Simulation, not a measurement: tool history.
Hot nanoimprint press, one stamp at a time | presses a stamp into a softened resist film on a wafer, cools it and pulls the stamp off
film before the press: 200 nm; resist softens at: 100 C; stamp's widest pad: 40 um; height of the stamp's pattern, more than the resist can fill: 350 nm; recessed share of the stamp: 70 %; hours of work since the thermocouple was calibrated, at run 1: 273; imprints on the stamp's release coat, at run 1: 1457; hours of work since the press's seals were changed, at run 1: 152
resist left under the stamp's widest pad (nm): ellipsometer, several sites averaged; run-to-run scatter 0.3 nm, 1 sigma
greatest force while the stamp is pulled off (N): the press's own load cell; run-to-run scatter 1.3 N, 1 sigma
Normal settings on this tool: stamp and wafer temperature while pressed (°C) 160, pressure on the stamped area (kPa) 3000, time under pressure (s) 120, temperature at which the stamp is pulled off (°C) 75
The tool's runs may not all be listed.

run	hour	stamp and wafer temperature while pressed (°C)	pressure on the stamped area (kPa)	time under pressure (s)	temperature at which the stamp is pulled off (°C)	hours of work since the thermocouple was calibrated	imprints on the stamp's release coat	hours of work since the press's seals were changed	resist left under the stamp's widest pad (nm)	greatest force while the stamp is pulled off (N)
1	0.0	160	3000	120	75	273	1457	152	67.0	153
2	17.9	164	3000	120	75	285	1533	164	53.0	155
3	33.6	164	3000	120	75	296	1599	175	52.7	152
4	55.9	164	3000	120	75	311	1694	190	52.4	155
# hour 73.4: stamp cleaned and given a new release coat
5	75.3	164	3000	120	75	320	8	199	52.7	128
6	87.6	164	3000	120	75	328	60	207	52.6	131
7	101.3	164	3000	120	75	338	117	216	53.1	133
8	118.3	160	3000	120	75	349	190	228	65.8	131
# hour 123.4: plate thermocouple calibrated
9	136.9	160	3000	120	75	9	255	238	62.4	129
10	154.7	158	3000	120	75	21	330	250	69.9	130
# hour 160.7: plate thermocouple calibrated, once more
11	174.5	158	3000	120	75	9	402	262	84.0	142
12	185.8	160	3000	120	61	17	449	269	74.4	199
13	203.6	160	3000	120	75	29	524	281	74.4	143
14	221.9	160	3000	120	75	41	601	293	74.2	146
15	235.9	160	3000	120	75	51	660	303	73.8	147
16	255.4	160	3000	120	75	64	743	316	73.8	146
17	274.2	160	3780	120	75	77	822	329	65.7	147
18	288.8	165	3780	137	75	86	884	339	46.1	151
19	299.4	160	4510	100	69	94	929	346	65.4	172
20	319.6	166	1990	120	76	107	1014	359	62.4	147
21	340.1	166	1990	120	76	121	1100	373	61.6	146
22	349.9	166	1990	120	76	128	1142	380	62.5	149
23	367.4	166	3030	120	79	139	1215	392	50.3	137
24	378.5	160	3000	120	70	147	1262	399	72.1	174
25	393.9	163	3000	98	69	157	1328	409	65.9	181
26	409.4	160	3000	120	78	168	1393	420	71.9	142
27	427.4	160	3180	196	71	180	1469	432	56.4	171
28	447.8	160	3180	196	71	194	1555	446	57.1	173
29	464.9	169	2180	196	63	205	1627	457	40.0	215
30	480.1	155	2550	120	66	215	1691	468	101.4	195

Predict each of these 3 candidate next runs independently; none follows another, all start after run 30:
# hour 498.5: stamp cleaned and given a new release coat
A	508.6	160	3000	72	75	231	42	483	?	?
# hour 498.5: stamp cleaned and given a new release coat
B	508.6	169	4360	77	66	231	42	483	?	?
# hour 498.5: stamp cleaned and given a new release coat
C	508.6	160	2570	120	82	231	42	483	?	?

run	resist left under the stamp's widest pad (nm)	greatest force while the stamp is pulled off (N)
A	87.0	134
B	43.1	165
C	75.9	107
With no hidden state in the tool, these same runs would have given:
run	resist left under the stamp's widest pad (nm)	greatest force while the stamp is pulled off (N)
A	88.9	136
B	43.3	167
C	77.9	110

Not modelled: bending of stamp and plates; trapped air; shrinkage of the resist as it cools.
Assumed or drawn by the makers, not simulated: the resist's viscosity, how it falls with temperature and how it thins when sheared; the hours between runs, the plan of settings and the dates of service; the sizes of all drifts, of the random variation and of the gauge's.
